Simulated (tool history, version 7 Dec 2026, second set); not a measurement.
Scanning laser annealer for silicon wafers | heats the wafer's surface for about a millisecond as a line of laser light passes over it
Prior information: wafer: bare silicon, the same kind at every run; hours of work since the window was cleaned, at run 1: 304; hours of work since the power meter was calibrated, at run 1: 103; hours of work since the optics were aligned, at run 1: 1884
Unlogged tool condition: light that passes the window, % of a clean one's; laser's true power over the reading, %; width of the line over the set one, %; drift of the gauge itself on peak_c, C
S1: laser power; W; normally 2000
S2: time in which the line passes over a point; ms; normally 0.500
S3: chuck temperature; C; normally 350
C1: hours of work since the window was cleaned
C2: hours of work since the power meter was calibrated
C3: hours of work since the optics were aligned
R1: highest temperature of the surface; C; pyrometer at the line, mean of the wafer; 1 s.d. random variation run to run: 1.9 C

{"run": 1, "day": 0.0, "S1": 2000, "S2": 0.5, "S3": 350, "C1": 304, "C2": 103, "C3": 1884, "R1": 1143}
{"day": 0.262, "done": "optics aligned, line set to its width"}
{"run": 2, "day": 0.492, "S1": 2000, "S2": 0.5, "S3": 350, "C1": 308, "C2": 107, "C3": 3, "R1": 1153}
{"run": 3, "day": 0.654, "S1": 2000, "S2": 0.5, "S3": 350, "C1": 310, "C2": 110, "C3": 6, "R1": 1155}
{"day": 0.762, "done": "window over the wafer cleaned"}
{"run": 4, "day": 0.908, "S1": 2000, "S2": 0.5, "S3": 350, "C1": 2, "C2": 112, "C3": 8, "R1": 1194}
{"run": 5, "day": 1.25, "S1": 2000, "S2": 0.5, "S3": 350, "C1": 7, "C2": 117, "C3": 13, "R1": 1193}
{"run": 6, "day": 1.562, "S1": 2000, "S2": 0.5, "S3": 366, "C1": 11, "C2": 121, "C3": 17, "R1": 1208}
{"run": 7, "day": 1.833, "S1": 2000, "S2": 0.5, "S3": 350, "C1": 15, "C2": 125, "C3": 21, "R1": 1189}
{"run": 8, "day": 2.038, "S1": 2000, "S2": 0.5, "S3": 350, "C1": 18, "C2": 128, "C3": 24, "R1": 1190}
{"run": 9, "day": 2.358, "S1": 2000, "S2": 0.391, "S3": 350, "C1": 23, "C2": 133, "C3": 29, "R1": 1090}
{"run": 10, "day": 2.55, "S1": 2000, "S2": 0.391, "S3": 350, "C1": 26, "C2": 136, "C3": 32, "R1": 1087}
{"run": 11, "day": 2.717, "S1": 2000, "S2": 0.391, "S3": 350, "C1": 28, "C2": 138, "C3": 34, "R1": 1089}
{"run": 12, "day": 2.933, "S1": 1805, "S2": 0.391, "S3": 350, "C1": 31, "C2": 141, "C3": 37, "R1": 1014}
{"run": 13, "day": 3.3, "S1": 2002, "S2": 0.5, "S3": 350, "C1": 36, "C2": 146, "C3": 42, "R1": 1188}
{"run": 14, "day": 3.5, "S1": 2002, "S2": 0.5, "S3": 350, "C1": 39, "C2": 149, "C3": 45, "R1": 1189}
{"run": 15, "day": 3.721, "S1": 2002, "S2": 0.5, "S3": 350, "C1": 42, "C2": 152, "C3": 48, "R1": 1190}
{"run": 16, "day": 4.092, "S1": 2002, "S2": 0.5, "S3": 350, "C1": 48, "C2": 158, "C3": 54, "R1": 1186}
{"run": 17, "day": 4.408, "S1": 2002, "S2": 0.5, "S3": 350, "C1": 52, "C2": 162, "C3": 58, "R1": 1188}
{"run": 18, "day": 4.754, "S1": 2002, "S2": 0.5, "S3": 350, "C1": 57, "C2": 167, "C3": 63, "R1": 1184}
{"run": 19, "day": 5.125, "S1": 2002, "S2": 0.478, "S3": 350, "C1": 63, "C2": 172, "C3": 68, "R1": 1167}
{"run": 20, "day": 5.5, "S1": 2002, "S2": 0.478, "S3": 350, "C1": 68, "C2": 178, "C3": 74, "R1": 1165}
{"run": 21, "day": 5.875, "S1": 2002, "S2": 0.478, "S3": 350, "C1": 73, "C2": 183, "C3": 79, "R1": 1168}
{"run": 22, "day": 6.167, "S1": 2000, "S2": 0.531, "S3": 371, "C1": 77, "C2": 187, "C3": 83, "R1": 1233}
{"run": 23, "day": 6.408, "S1": 2000, "S2": 0.531, "S3": 371, "C1": 81, "C2": 191, "C3": 87, "R1": 1229}
{"run": 24, "day": 6.771, "S1": 2000, "S2": 0.5, "S3": 317, "C1": 86, "C2": 196, "C3": 92, "R1": 1151}
{"run": 25, "day": 7.017, "S1": 2000, "S2": 0.433, "S3": 314, "C1": 90, "C2": 200, "C3": 96, "R1": 1089}
{"run": 26, "day": 7.258, "S1": 2000, "S2": 0.433, "S3": 314, "C1": 93, "C2": 203, "C3": 99, "R1": 1085}
{"run": 27, "day": 7.483, "S1": 1720, "S2": 0.487, "S3": 388, "C1": 96, "C2": 206, "C3": 102, "R1": 1086}
{"run": 28, "day": 7.771, "S1": 1720, "S2": 0.487, "S3": 374, "C1": 100, "C2": 210, "C3": 106, "R1": 1075}
{"run": 29, "day": 8.079, "S1": 1896, "S2": 0.487, "S3": 389, "C1": 105, "C2": 215, "C3": 111, "R1": 1162}
{"run": 30, "day": 8.346, "S1": 2158, "S2": 0.41, "S3": 350, "C1": 109, "C2": 219, "C3": 115, "R1": 1161}
{"run": 31, "day": 8.512, "S1": 2158, "S2": 0.41, "S3": 350, "C1": 111, "C2": 221, "C3": 117, "R1": 1160}
{"run": 32, "day": 8.8, "S1": 2158, "S2": 0.41, "S3": 350, "C1": 115, "C2": 225, "C3": 121, "R1": 1157}
{"run": 33, "day": 9.029, "S1": 1806, "S2": 0.416, "S3": 329, "C1": 118, "C2": 228, "C3": 124, "R1": 1004}
{"run": 34, "day": 9.342, "S1": 1730, "S2": 0.463, "S3": 380, "C1": 123, "C2": 233, "C3": 129, "R1": 1064}
{"run": 35, "day": 9.608, "S1": 2000, "S2": 0.36, "S3": 350, "C1": 127, "C2": 237, "C3": 133, "R1": 1045}
{"run": 36, "day": 9.962, "S1": 2000, "S2": 0.36, "S3": 378, "C1": 132, "C2": 242, "C3": 138, "R1": 1077}

Forecast each of these 5 alternatives for the next run:
{"run": "A", "day": 10.312, "S1": 1730, "S2": 0.396, "S3": 350, "C1": 137, "C2": 247, "C3": 143, "R1": "?"}
{"run": "B", "day": 10.312, "S1": 1734, "S2": 0.39, "S3": 327, "C1": 137, "C2": 247, "C3": 143, "R1": "?"}
{"run": "C", "day": 10.312, "S1": 2187, "S2": 0.36, "S3": 326, "C1": 137, "C2": 247, "C3": 143, "R1": "?"}
{"run": "D", "day": 10.312, "S1": 1874, "S2": 0.54, "S3": 351, "C1": 137, "C2": 247, "C3": 143, "R1": "?"}
{"run": "E", "day": 10.312, "S1": 2000, "S2": 0.376, "S3": 341, "C1": 137, "C2": 247, "C3": 143, "R1": "?"}

run=A R1=980
run=B R1=952
run=C R1=1094
run=D R1=1156
run=E R1=1051
Without the tool's hidden state the same runs would have given:
run=A R1=998
run=B R1=970
run=C R1=1115
run=D R1=1179
run=E R1=1071
